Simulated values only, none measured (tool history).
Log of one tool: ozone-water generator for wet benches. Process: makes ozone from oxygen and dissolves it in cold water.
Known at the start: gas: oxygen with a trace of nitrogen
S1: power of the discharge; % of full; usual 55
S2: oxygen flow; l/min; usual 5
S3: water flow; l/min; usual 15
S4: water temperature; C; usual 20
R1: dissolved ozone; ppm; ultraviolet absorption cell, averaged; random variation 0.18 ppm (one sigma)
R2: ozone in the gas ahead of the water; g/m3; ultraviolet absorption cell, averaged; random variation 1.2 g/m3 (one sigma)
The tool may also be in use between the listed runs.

{"run": 1, "day": 0.0, "S1": 55, "S2": 5, "S3": 15, "S4": 20, "R1": 23, "R2": 219.1}
{"run": 2, "day": 3.346, "S1": 55, "S2": 5, "S3": 15, "S4": 20, "R1": 22.3, "R2": 218.9}
{"run": 3, "day": 5.383, "S1": 55, "S2": 5, "S3": 15, "S4": 20, "R1": 22.4, "R2": 216.7}
{"run": 4, "day": 8.675, "S1": 55, "S2": 5, "S3": 15, "S4": 20, "R1": 22.5, "R2": 218.9}
{"run": 5, "day": 12.942, "S1": 55, "S2": 5, "S3": 15, "S4": 20, "R1": 22.4, "R2": 217.6}
{"run": 6, "day": 16.067, "S1": 55, "S2": 5, "S3": 21, "S4": 20, "R1": 17.1, "R2": 217.5}
{"run": 7, "day": 18.408, "S1": 55, "S2": 5, "S3": 15, "S4": 20, "R1": 22.4, "R2": 219.2}
{"run": 8, "day": 22.404, "S1": 55, "S2": 5, "S3": 15, "S4": 20, "R1": 22.3, "R2": 218.3}
{"run": 9, "day": 25.621, "S1": 55, "S2": 5, "S3": 15, "S4": 20, "R1": 22.8, "R2": 217.8}
{"run": 10, "day": 29.0, "S1": 55, "S2": 5, "S3": 15, "S4": 13, "R1": 24.8, "R2": 215.5}
{"run": 11, "day": 31.104, "S1": 55, "S2": 5, "S3": 15, "S4": 20, "R1": 22.4, "R2": 216.7}
{"run": 12, "day": 35.008, "S1": 71, "S2": 5, "S3": 15, "S4": 20, "R1": 26.4, "R2": 256.5}
{"run": 13, "day": 36.917, "S1": 71, "S2": 5, "S3": 15, "S4": 20, "R1": 26.2, "R2": 255.3}
{"run": 14, "day": 38.996, "S1": 48, "S2": 5, "S3": 15, "S4": 20, "R1": 20.2, "R2": 196.6}
{"run": 15, "day": 42.229, "S1": 55, "S2": 5, "S3": 15, "S4": 20, "R1": 21.9, "R2": 214.1}
{"run": 16, "day": 44.462, "S1": 55, "S2": 5, "S3": 13, "S4": 20, "R1": 24.3, "R2": 215.9}
{"run": 17, "day": 46.492, "S1": 55, "S2": 5, "S3": 13, "S4": 20, "R1": 24, "R2": 215.1}
{"run": 18, "day": 50.462, "S1": 54, "S2": 5, "S3": 12, "S4": 20, "R1": 25.3, "R2": 211.5}
{"run": 19, "day": 53.2, "S1": 54, "S2": 5, "S3": 12, "S4": 20, "R1": 25.5, "R2": 213.2}
{"run": 20, "day": 56.179, "S1": 54, "S2": 5, "S3": 12, "S4": 20, "R1": 25.3, "R2": 211.1}
{"run": 21, "day": 58.975, "S1": 54, "S2": 5, "S3": 12, "S4": 20, "R1": 25, "R2": 211.3}
{"run": 22, "day": 62.825, "S1": 54, "S2": 5, "S3": 12, "S4": 20, "R1": 24.7, "R2": 211.7}
{"run": 23, "day": 66.488, "S1": 47, "S2": 5, "S3": 15, "S4": 20, "R1": 19.6, "R2": 195.8}
{"run": 24, "day": 69.342, "S1": 47, "S2": 5, "S3": 15, "S4": 20, "R1": 21.5, "R2": 193.1}
{"run": 25, "day": 73.596, "S1": 47, "S2": 5, "S3": 15, "S4": 20, "R1": 21.4, "R2": 192.7}
{"run": 26, "day": 75.371, "S1": 50, "S2": 4.68, "S3": 15, "S4": 13, "R1": 24.6, "R2": 204.8}
{"run": 27, "day": 77.888, "S1": 50, "S2": 4.68, "S3": 15, "S4": 13, "R1": 24.8, "R2": 205}
{"run": 28, "day": 81.954, "S1": 55, "S2": 2.8, "S3": 15, "S4": 15, "R1": 22.6, "R2": 260.2}
{"run": 29, "day": 85.383, "S1": 47, "S2": 2.93, "S3": 10, "S4": 17, "R1": 27.6, "R2": 233.9}
{"run": 30, "day": 87.579, "S1": 55, "S2": 3.59, "S3": 15, "S4": 14, "R1": 24.8, "R2": 239.4}
{"run": 31, "day": 90.292, "S1": 76, "S2": 5, "S3": 11, "S4": 20, "R1": 35.5, "R2": 264}
{"run": 32, "day": 94.367, "S1": 55, "S2": 4.09, "S3": 20, "S4": 20, "R1": 18.1, "R2": 230.5}

Not shown: 2 entries that the log had between the listed runs. Between which runs, and how does the tool's hidden state differ before and after?
Between runs 20 and 21: contactor cleaned (day 56.579)
  yield of the discharge, % of new electrodes': 93.4 -> 93.3; contactor's efficiency, % of a clean one's: 84.2 -> 82.2
  measured less the result without the state, R1: -4 -> -4.4 ppm; R2: -12.3 -> -12.4 g/m3
Between runs 23 and 24: contactor cleaned, once more (day 68.288)
  yield of the discharge, % of new electrodes': 93.1 -> 93; contactor's efficiency, % of a clean one's: 81.9 -> 99.6; true water temperature over the reading, C: 0.24 -> 0.25
  measured less the result without the state, R1: -3.5 -> -1.3 ppm; R2: -10.5 -> -10.4 g/m3
